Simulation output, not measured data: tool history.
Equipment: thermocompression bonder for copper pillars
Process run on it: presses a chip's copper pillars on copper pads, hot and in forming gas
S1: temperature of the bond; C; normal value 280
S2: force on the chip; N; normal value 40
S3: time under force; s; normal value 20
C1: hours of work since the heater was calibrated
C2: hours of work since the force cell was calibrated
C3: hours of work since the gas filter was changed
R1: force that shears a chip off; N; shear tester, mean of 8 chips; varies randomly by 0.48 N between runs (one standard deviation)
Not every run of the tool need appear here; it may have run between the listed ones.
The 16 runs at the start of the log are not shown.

Run 17, day 19.350: usual settings; C1 348; C2 409; C3 44. Result: R1 38.4 N.
Run 18, day 20.958: usual settings; C1 369; C2 430; C3 66. Result: R1 37.9 N.
Run 19, day 22.412: usual settings; C1 388; C2 449; C3 85. Result: R1 37.9 N.
Run 20, day 23.583: usual settings but S1 268 C; C1 404; C2 465; C3 100. Result: R1 31.6 N.
Run 21, day 25.046: usual settings but S1 264 C, S2 31 N; C1 423; C2 484; C3 119. Result: R1 22.1 N.
Run 22, day 26.625: usual settings but S1 264 C, S2 31 N; C1 444; C2 505; C3 140. Result: R1 22.5 N.
Run 23, day 27.508: usual settings but S1 264 C, S2 31 N; C1 455; C2 516; C3 151. Result: R1 22.7 N.
Run 24, day 28.946: usual settings but S1 265 C, S2 53 N, S3 48 s; C1 474; C2 535; C3 170. Result: R1 53.1 N.
Run 25, day 30.438: usual settings but S1 265 C, S2 53 N, S3 47 s; C1 494; C2 555; C3 190. Result: R1 52.4 N.
Run 26, day 31.462: usual settings but S1 265 C, S2 53 N, S3 47 s; C1 507; C2 568; C3 203. Result: R1 51.6 N.
Run 27, day 32.746: usual settings but S1 298 C, S2 31 N, S3 13 s; C1 524; C2 585; C3 220. Result: R1 32.8 N.
At day 33.138: forming gas filter changed.
Run 28, day 33.521: usual settings but S1 298 C, S2 31 N, S3 13 s; C1 534; C2 595; C3 5. Result: R1 32.4 N.
Run 29, day 35.108: usual settings but S1 291 C, S2 24 N, S3 16 s; C1 555; C2 616; C3 26. Result: R1 24.1 N.

Forecast run 30:
Run 30, day 36.542: usual settings but S1 263 C, S2 29 N, S3 42 s; C1 574; C2 635; C3 45. Result: R1 ?.

Run 30 came out at R1 27.6 N.
If the tool had no hidden condition, the same run with the same run-to-run variation would have returned R1 27.6 N.
